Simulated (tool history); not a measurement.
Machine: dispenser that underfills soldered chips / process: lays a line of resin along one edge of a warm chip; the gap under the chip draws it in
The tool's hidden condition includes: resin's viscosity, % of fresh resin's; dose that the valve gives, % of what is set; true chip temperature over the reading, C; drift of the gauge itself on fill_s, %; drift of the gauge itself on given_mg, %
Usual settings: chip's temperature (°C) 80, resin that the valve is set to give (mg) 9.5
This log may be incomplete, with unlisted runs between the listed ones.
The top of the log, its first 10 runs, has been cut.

run	hour	chip's temperature (°C)	resin that the valve is set to give (mg)	hours of work since the syringe was changed	hours of work since the valve was cleaned	hours of work since the stage was calibrated	time until the resin shows at the far edge (s)	resin that the valve gave (mg)
# hour 47.3: dispensing valve cleaned and set on the balance
# hour 50.1: new syringe of resin
11	52.8	80	8.65	2	3	120	56.6	8.62
12	56.9	80	8.65	4	6	123	69	8.68
13	62	80	8.65	8	9	126	91.5	8.5
# hour 62.9: new syringe of resin
14	67.4	80	8.65	3	13	129	63	8.52
15	73.1	80	9.56	7	16	133	83.9	9.39
# hour 75.7: new syringe of resin
16	77.1	80	9.56	1	19	135	53.1	9.47
17	82	80	9.77	4	22	138	67	9.59
18	84.9	80	9.5	6	24	140	79.6	9.37
# hour 88.3: new syringe of resin
19	90.4	76	8.41	1	27	144	62.8	8.09
20	95.7	71	10.8	5	31	147	92.1	10.43
21	99.8	71	10.8	7	33	150	113.8	10.37
# hour 100.6: new syringe of resin
22	103.8	71	10.8	2	36	152	76.6	10.47
23	107.6	80	8.8	4	38	155	73	8.52
24	112	82	8.43	7	41	157	89.5	8.04
# hour 113.2: new syringe of resin
25	116.1	94	9.79	2	43	160	37.5	9.41
26	121.3	94	9.79	5	47	163	48.9	9.36
27	124.1	84	11.46	7	49	165	74.1	10.99
# hour 125.5: new syringe of resin
28	128.4	65	10.63	2	51	168	87.4	10.14
29	131.6	65	10.63	4	53	170	103.5	10.14
30	134.9	66	9.91	6	55	172	122.2	9.43
# hour 137.9: new syringe of resin
31	139.7	75	10.64	1	58	175	61.2	10.09
32	142.6	94	10.1	3	60	177	41.3	9.54
33	148.9	92	9.06	7	64	181	62.4	8.57
# hour 150.2: new syringe of resin
34	153.4	92	9.06	2	67	183	42.1	8.41
35	159.9	73	10.67	6	71	188	98.1	9.91

Consider 3 possible next runs. They are alternatives, not a sequence: every one starts from the tool as it was left by run 35. What does each give?
# hour 162.8: new syringe of resin
A	162.8	69	10.67	0	73	189	?	?
# hour 162.8: new syringe of resin
B	162.8	85	9.86	0	73	189	?	?
# hour 162.8: new syringe of resin
C	162.8	94	10.99	0	73	189	?	?

run	time until the resin shows at the far edge (s)	resin that the valve gave (mg)
A	67.4	9.92
B	41.8	9.19
C	32.5	10.17
Take away the tool's hidden state, keep each run's random variation, and the runs would have read:
run	time until the resin shows at the far edge (s)	resin that the valve gave (mg)
A	66.4	10.62
B	41.1	9.83
C	32	10.89
